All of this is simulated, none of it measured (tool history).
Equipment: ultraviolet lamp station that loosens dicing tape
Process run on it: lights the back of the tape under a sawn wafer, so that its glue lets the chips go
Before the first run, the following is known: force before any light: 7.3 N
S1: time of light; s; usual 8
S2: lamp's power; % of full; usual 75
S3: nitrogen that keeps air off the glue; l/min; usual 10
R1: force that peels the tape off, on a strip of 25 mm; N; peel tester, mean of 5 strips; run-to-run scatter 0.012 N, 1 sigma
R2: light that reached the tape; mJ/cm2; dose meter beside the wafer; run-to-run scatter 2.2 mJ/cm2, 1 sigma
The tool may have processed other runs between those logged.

| run | day | S1 | S2 | S3 | R1 | R2 |
|---|---|---|---|---|---|---|
| 1 | 0.000 | 8 | 75 | 10 | 1.020 | 148 |
| 2 | 0.604 | 8 | 75 | 10 | 1.037 | 147 |
| 3 | 1.508 | 8 | 73 | 10 | 1.077 | 143 |
| 4 | 2.058 | 8 | 73 | 10 | 1.103 | 142 |
| 5 | 2.433 | 8 | 75 | 10 | 1.084 | 142 |
| 6 | 3.058 | 8 | 73 | 10 | 1.145 | 134 |
| 7 | 3.900 | 8 | 73 | 10 | 1.153 | 136 |
| 8 | 4.442 | 7 | 75 | 10 | 1.395 | 119 |
| 9 | 4.812 | 8 | 75 | 8 | 1.227 | 134 |
| 10 | 5.338 | 8 | 75 | 8 | 1.220 | 140 |
| 11 | 6.250 | 8 | 75 | 8 | 1.268 | 134 |
| 12 | 7.117 | 8 | 75 | 10 | 1.287 | 127 |
| 13 | 7.921 | 8 | 75 | 10 | 1.290 | 131 |
| 14 | 8.475 | 8 | 75 | 10 | 1.300 | 130 |
| 15 | 8.904 | 6 | 67 | 12 | 2.209 | 84 |
| 16 | 9.621 | 6 | 67 | 12 | 2.160 | 89 |
|  | 9.692 | window cleaned of glue's vapour |
| 17 | 10.042 | 14 | 73 | 18 | 0.488 | 207 |
| 18 | 10.871 | 10 | 75 | 18 | 0.892 | 148 |

What does the tool deliver on the next run?
| 19 | 11.279 | 7 | 69 | 4 | ? | ? |

{"run 19": {"R1": 2.445, "R2": 96}}
Minus the tool's unlogged condition, the same run would have read R1 1.185 N, R2 166 mJ/cm2.
